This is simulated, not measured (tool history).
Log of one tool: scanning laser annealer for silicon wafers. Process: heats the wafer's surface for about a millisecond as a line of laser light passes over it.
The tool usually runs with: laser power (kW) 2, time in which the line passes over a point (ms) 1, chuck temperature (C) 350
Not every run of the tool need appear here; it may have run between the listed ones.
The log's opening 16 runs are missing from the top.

run    hour  laser power (kW)  time in which the line passes over a point (ms)  chuck temperature (C)  hours of work since the window was cleaned  hours of work since the power meter was calibrated  hours of work since the optics were aligned  highest temperature of the surface (C)
 17  1150.6             1.743                                             0.83                    350                                         144                                                 855                                          125                                    1015
 18  1214.4             1.743                                             0.83                    350                                         173                                                 883                                          154                                    1016
 19  1309.1                 2                                                1                    376                                         215                                                 926                                          196                                    1222
 20  1390.7                 2                                                1                    350                                         251                                                 962                                          233                                    1191
 21  1442.5                 2                                                1                    376                                         274                                                 985                                          256                                    1220
 22  1485.6                 2                                                1                    347                                         294                                                1004                                          275                                    1192
 23    1584                 2                                                1                    347                                         338                                                1048                                          319                                    1192
 24  1682.3             1.723                                             0.97                    350                                         382                                                1092                                          363                                    1066
 25  1778.3             1.708                                                1                    350                                         424                                                1135                                          406                                    1070
 26  1868.3             2.108                                             0.81                    339                                         465                                                1175                                          446                                    1137
 27  1928.7             1.825                                             0.81                    314                                         492                                                1202                                          473                                    1006
 28  1984.4             2.111                                             0.81                    314                                         517                                                1227                                          498                                    1112
 29  2042.2             2.111                                             0.94                    314                                         542                                                1253                                          524                                    1178
 30  2110.1             2.042                                             1.07                    366                                         573                                                1283                                          554                                    1255
 31  2167.6             2.042                                             1.07                    366                                         598                                                1309                                          580                                    1257
     2233.7  -- window over the wafer cleaned
 32  2239.4             2.042                                             0.74                    366                                           3                                                1340                                          611                                    1103
 33  2292.9              1.88                                             1.11                    354                                          26                                                1364                                          635                                    1191
 34  2366.2             2.103                                             1.11                    354                                          59                                                1397                                          667                                    1292
 35  2460.1             2.103                                             1.11                    354                                         101                                                1439                                          709                                    1293
     2503.7  -- optics aligned, line set to its width
 36  2560.5                 2                                              0.8                    375                                         144                                                1481                                           25                                    1127
 37  2608.3             1.742                                             1.18                    355                                         165                                                1503                                           47                                    1156
 38  2692.4             2.109                                             1.08                    355                                         203                                                1540                                           84                                    1285
 39  2777.8             1.817                                                1                    374                                         241                                                1578                                          122                                    1141
 40  2864.8             1.951                                             1.22                    320                                         280                                                1617                                          161                                    1232
 41  2966.1             1.951                                             1.22                    320                                         325                                                1663                                          207                                    1234

Predict each of these 4 candidate next runs independently; none follows another, all start after run 41:
  A  3030.3             1.951                                             0.86                    320                                         354                                                1691                                          235                                       ?
  B  3030.3             1.951                                             0.74                    320                                         354                                                1691                                          235                                       ?
  C  3030.3             1.951                                             1.04                    325                                         354                                                1691                                          235                                       ?
  D  3030.3             1.952                                             1.16                    345                                         354                                                1691                                          235                                       ?

run  highest temperature of the surface (C)
  A                                    1079
  B                                    1023
  C                                    1166
  D                                    1235
Stripped of hidden state, with their random variation kept, the same runs would have yielded:
run  highest temperature of the surface (C)
  A                                    1080
  B                                    1024
  C                                    1167
  D                                    1236

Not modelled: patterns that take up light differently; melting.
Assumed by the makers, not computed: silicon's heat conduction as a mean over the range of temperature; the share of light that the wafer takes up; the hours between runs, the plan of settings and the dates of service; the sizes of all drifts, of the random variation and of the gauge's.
